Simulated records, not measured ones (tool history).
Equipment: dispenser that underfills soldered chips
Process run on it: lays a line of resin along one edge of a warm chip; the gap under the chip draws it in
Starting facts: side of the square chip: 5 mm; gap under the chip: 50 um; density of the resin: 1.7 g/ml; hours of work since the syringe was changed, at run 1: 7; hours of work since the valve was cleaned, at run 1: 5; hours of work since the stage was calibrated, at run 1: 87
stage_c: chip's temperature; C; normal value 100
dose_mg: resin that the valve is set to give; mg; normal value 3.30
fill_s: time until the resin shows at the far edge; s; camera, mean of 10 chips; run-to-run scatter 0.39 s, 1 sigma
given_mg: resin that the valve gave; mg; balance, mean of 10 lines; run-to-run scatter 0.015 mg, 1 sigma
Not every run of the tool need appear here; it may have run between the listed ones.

run    day  stage_c  dose_mg  hours of work since the syringe was changed  hours of work since the valve was cleaned  hours of work since the stage was calibrated  fill_s  given_mg
  1  0.000      100     3.30                                            7                                          5                                            87    41.1      3.26
     0.271  -- new syringe of resin
  2  0.329      100     2.92                                            1                                          9                                            92    26.4      2.92
  3  0.475      100     2.92                                            3                                         12                                            95    30.6      2.88
  4  0.638      100     2.92                                            6                                         14                                            97    37.5      2.88
  5  0.867      100     3.30                                            9                                         18                                           101    47.2      3.25
     0.988  -- new syringe of resin
  6  1.088      100     3.30                                            2                                         21                                           104    27.4      3.24
  7  1.317      100     3.30                                            5                                         25                                           108    35.1      3.23
  8  1.504      100     3.30                                            8                                         28                                           111    42.2      3.23
  9  1.688      100     3.30                                           11                                         31                                           113    52.8      3.24
     1.729  -- new syringe of resin
 10  1.854      100     3.30                                            2                                         33                                           116    27.9      3.22
 11  2.129      100     3.30                                            6                                         38                                           120    39.4      3.21
     2.412  -- dispensing valve cleaned and set on the balance
 12  2.412      100     3.05                                           10                                          0                                           124    51.8      3.02
     2.496  -- new syringe of resin
 13  2.567      112     3.30                                            1                                          2                                           126    18.1      3.29
 14  2.825      100     3.30                                            5                                          6                                           130    33.7      3.26
 15  3.092      104     3.30                                            9                                         11                                           135    41.6      3.28
     3.221  -- new syringe of resin
 16  3.333      104     3.30                                            2                                         14                                           138    23.7      3.28
 17  3.517      104     3.30                                            5                                         17                                           141    29.6      3.28
 18  3.729      104     3.30                                            8                                         20                                           144    36.7      3.26
     3.950  -- new syringe of resin
 19  3.988      104     3.30                                            1                                         24                                           148    22.0      3.23
 20  4.188      100     3.10                                            4                                         27                                           151    32.0      3.03
 21  4.383       98     3.09                                            7                                         30                                           155    41.2      3.03
 22  4.621      110     4.25                                           11                                         34                                           158    38.3      4.11
     4.671  -- new syringe of resin
 23  4.825       93     3.45                                            2                                         37                                           161    35.2      3.37
 24  5.021       91     4.08                                            6                                         40                                           164    45.2      3.98
     5.133  -- dispensing valve cleaned and set on the balance
 25  5.246       90     3.50                                            8                                          2                                           167    57.8      3.52
     5.429  -- new syringe of resin
 26  5.525      100     3.63                                            2                                          6                                           172    26.7      3.66
 27  5.708      107     3.87                                            4                                          9                                           174    26.0      3.88
 28  5.896      107     3.87                                            7                                         12                                           177    33.3      3.84
     6.154  -- new syringe of resin
 29  6.154      107     3.87                                            0                                         16                                           181    19.5      3.83
 30  6.367      107     3.87                                            3                                         19                                           185    24.1      3.81
 31  6.550      115     4.15                                            6                                         22                                           188    23.5      4.10
 32  6.762       95     3.15                                           10                                         25                                           191    55.0      3.11
     6.879  -- new syringe of resin
 33  6.958      112     3.75                                            1                                         28                                           194    18.6      3.69
 34  7.242       94     2.82                                            6                                         33                                           198    44.7      2.77
 35  7.488       97     3.62                                           10                                         37                                           202    50.9      3.54
     7.596  -- new syringe of resin
     7.838  -- dispensing valve cleaned and set on the balance
 36  7.850      114     3.43                                            3                                          0                                           207    20.3      3.42
 37  8.083      114     3.43                                            7                                          4                                           211    26.5      3.41

Some steps in fill_s, run to run, broken into two amounts with sign: the step expected even without the hidden condition (settings, incoming material, random variation), and the rest, left for the hidden condition together with whatever gauge scatter is not in both the measured and the hidden-condition-free result:
What the log doesn't record here: resin's viscosity, % of fresh resin's; dose that the valve gives, % of what is set; true chip temperature over the reading, C; drift of the gauge itself on fill_s, %; drift of the gauge itself on given_mg, %.
Run 9 -> 10: new syringe of resin. fill_s -24.9 s: hidden state -24.4, all else -0.5.
Run 12 -> 13: stage_c 100 -> 112, dose_mg 3.05 -> 3.30, new syringe of resin. fill_s -33.7 s: hidden state -25.7, all else -8.0.
Run 31 -> 32: stage_c 115 -> 95, dose_mg 4.15 -> 3.15. fill_s +31.5 s: hidden state +18.6, all else +12.9.
Run 32 -> 33: stage_c 95 -> 112, dose_mg 3.15 -> 3.75, new syringe of resin. fill_s -36.4 s: hidden state -25.6, all else -10.8.

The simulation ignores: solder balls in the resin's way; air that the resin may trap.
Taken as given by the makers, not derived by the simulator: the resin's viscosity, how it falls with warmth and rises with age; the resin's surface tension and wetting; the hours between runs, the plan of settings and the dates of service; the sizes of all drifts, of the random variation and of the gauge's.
